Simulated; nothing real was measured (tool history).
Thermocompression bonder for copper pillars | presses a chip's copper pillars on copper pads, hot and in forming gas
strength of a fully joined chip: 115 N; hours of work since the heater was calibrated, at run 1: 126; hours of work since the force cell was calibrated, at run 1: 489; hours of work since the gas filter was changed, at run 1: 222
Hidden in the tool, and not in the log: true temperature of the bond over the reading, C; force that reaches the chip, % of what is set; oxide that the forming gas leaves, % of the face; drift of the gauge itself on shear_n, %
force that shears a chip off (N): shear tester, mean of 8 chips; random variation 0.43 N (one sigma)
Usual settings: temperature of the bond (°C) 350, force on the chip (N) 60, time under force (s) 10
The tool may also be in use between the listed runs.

run,hour,temperature of the bond (°C),force on the chip (N),time under force (s),hours of work since the heater was calibrated,hours of work since the force cell was calibrated,hours of work since the gas filter was changed,force that shears a chip off (N)
1,0,350,60,10,126,489,222,68.9
2,21.8,350,48,10,142,506,238,60.2
3,32,350,48,10,150,513,246,60.7
4,42.3,350,48,10,158,521,253,60.6
# hour 57.2: forming gas filter changed
5,58.7,366,60,10,170,533,1,76.3
6,75,345,60,10,182,545,13,67.1
7,98.1,377,60,10,199,563,31,80.7
8,116.1,350,65,10,213,576,44,73
9,138.9,350,65,10,230,593,61,72.4
10,155.1,350,65,10,242,605,73,72.7
11,174.3,350,65,10,256,620,88,72.5
12,190,350,65,10,268,632,100,72.4
13,204.1,350,78,10,279,642,110,78.4
14,224.7,350,78,10,294,658,126,77.2
15,248,350,58,10,312,675,143,67.9
16,259.1,350,58,10,320,683,151,67.9
17,270.6,350,58,10,329,692,160,67.9
18,291.1,350,60,10,344,707,175,70.1
19,314.9,338,60,10,362,725,193,63.9
# hour 319: heater calibrated with a thermocouple chip
20,335.9,350,60,10,13,739,207,68.6
21,354.6,324,90,25,27,753,221,90.1
# hour 366.2: heater calibrated with a thermocouple chip, once more
22,370.4,324,90,25,3,764,232,88.2
23,380.9,324,51,25,11,772,240,70.3
24,392.4,324,51,9,20,780,248,50.1
# hour 415.1: forming gas filter changed
25,415.7,360,69,6,37,797,0,67.5
26,428.7,360,69,6,46,807,10,68.7
27,441.1,360,69,6,56,816,19,67.8
28,457.6,369,73,10,68,829,32,84.8
29,472,369,80,10,79,840,43,87.3
30,496.2,366,84,7,97,858,61,79.7
31,506.3,350,65,20,105,865,68,86.1
32,522,364,46,9,116,877,80,63.8
33,533.5,367,46,9,125,886,89,64.8
34,551.3,367,46,9,138,899,102,65.4
35,562.3,328,69,10,147,907,110,64.6
36,577,331,44,15,158,918,121,59.3
37,595.2,331,44,15,171,932,135,58.9
38,615.8,362,74,20,187,947,150,94.2
39,632.9,362,74,20,200,960,163,94.5

Hidden state or all else? Some run-to-run changes of force that shears a chip off (N), split into what the settings, what came in and random variation would give without the hidden state, and what is left for the hidden state (with any gauge scatter that isn't in both results):
Run 4 -> 5: temperature of the bond (°C) 350 -> 366, force on the chip (N) 48 -> 60, forming gas filter changed. force that shears a chip off (N) +15.7: hidden state +1.4, all else +14.3.
Run 20 -> 21: temperature of the bond (°C) 350 -> 324, force on the chip (N) 60 -> 90, time under force (s) 10 -> 25. force that shears a chip off (N) +21.5: hidden state -0.6, all else +22.1.
Run 21 -> 22: heater calibrated with a thermocouple chip, once more. force that shears a chip off (N) -1.9: hidden state -1.3, all else -0.6.
Run 24 -> 25: temperature of the bond (°C) 324 -> 360, force on the chip (N) 51 -> 69, time under force (s) 9 -> 6, forming gas filter changed. force that shears a chip off (N) +17.4: hidden state +1.3, all else +16.1.
Run 31 -> 32: temperature of the bond (°C) 350 -> 364, force on the chip (N) 65 -> 46, time under force (s) 20 -> 9. force that shears a chip off (N) -22.3: hidden state +0.2, all else -22.5.
Run 37 -> 38: temperature of the bond (°C) 331 -> 362, force on the chip (N) 44 -> 74, time under force (s) 15 -> 20. force that shears a chip off (N) +35.3: hidden state -0.8, all else +36.1.
